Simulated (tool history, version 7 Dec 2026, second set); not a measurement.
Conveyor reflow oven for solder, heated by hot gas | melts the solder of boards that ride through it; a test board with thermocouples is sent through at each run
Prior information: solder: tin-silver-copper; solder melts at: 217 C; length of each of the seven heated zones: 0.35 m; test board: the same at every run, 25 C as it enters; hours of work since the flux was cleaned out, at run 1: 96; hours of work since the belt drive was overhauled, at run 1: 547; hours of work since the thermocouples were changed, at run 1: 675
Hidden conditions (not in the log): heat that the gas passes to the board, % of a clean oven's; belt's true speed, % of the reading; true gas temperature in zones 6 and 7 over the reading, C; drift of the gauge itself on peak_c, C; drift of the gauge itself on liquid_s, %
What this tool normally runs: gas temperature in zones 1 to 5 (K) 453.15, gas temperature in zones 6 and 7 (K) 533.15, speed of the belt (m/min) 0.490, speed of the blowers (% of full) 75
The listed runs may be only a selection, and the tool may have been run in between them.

run	hour	gas temperature in zones 1 to 5 (K)	gas temperature in zones 6 and 7 (K)	speed of the belt (m/min)	speed of the blowers (% of full)	hours of work since the flux was cleaned out	hours of work since the belt drive was overhauled	hours of work since the thermocouples were changed	highest temperature of the board (K)	time above the solder's melting point (s)
1	0.0	453.15	533.15	0.490	75	96	547	675	519.55	63.5
2	19.7	453.15	533.15	0.490	75	105	556	684	519.35	63.5
3	35.4	453.15	533.15	0.490	75	112	563	691	519.35	63.3
4	70.1	453.15	533.15	0.490	75	128	579	707	519.05	63.5
5	102.2	453.15	533.15	0.490	75	142	593	721	519.45	63.1
6	127.9	453.15	533.15	0.490	75	154	605	733	518.85	63.0
7	160.8	453.15	535.15	0.490	75	169	620	748	520.75	64.5
# hour 184.9: thermocouples of zones 6 and 7 changed
8	196.5	453.15	535.15	0.490	75	184	635	5	522.85	66.3
9	224.9	453.15	535.15	0.490	75	197	648	18	523.35	66.5
# hour 262.7: flux residue cleaned out of gas plates and filters
10	263.4	453.15	533.15	0.490	75	0	663	33	520.85	64.7
11	283.4	453.15	533.15	0.490	75	9	672	42	520.15	64.1
12	309.5	453.15	533.15	0.490	75	21	684	54	520.65	63.8
13	345.4	453.15	533.15	0.490	75	37	700	70	520.55	64.2
14	374.7	449.15	533.15	0.490	54	51	713	84	516.95	56.6
15	391.8	445.15	548.15	0.490	79	58	721	91	532.65	69.9
# hour 423.4: flux residue cleaned out of gas plates and filters, once more
16	428.9	445.15	548.15	0.469	79	2	736	106	536.25	75.7
17	456.1	456.15	533.15	0.495	52	15	748	118	518.55	62.0

Run 18 is up next; what results do you expect?
18	472.9	447.15	526.15	0.476	78	22	755	126	?	?

Run 18 came out at highest temperature of the board (K) 515.75, time above the solder's melting point (s) 60.1.
The same run, on a tool lacking any hidden state, would have yielded highest temperature of the board (K) 515.95, time above the solder's melting point (s) 59.4.
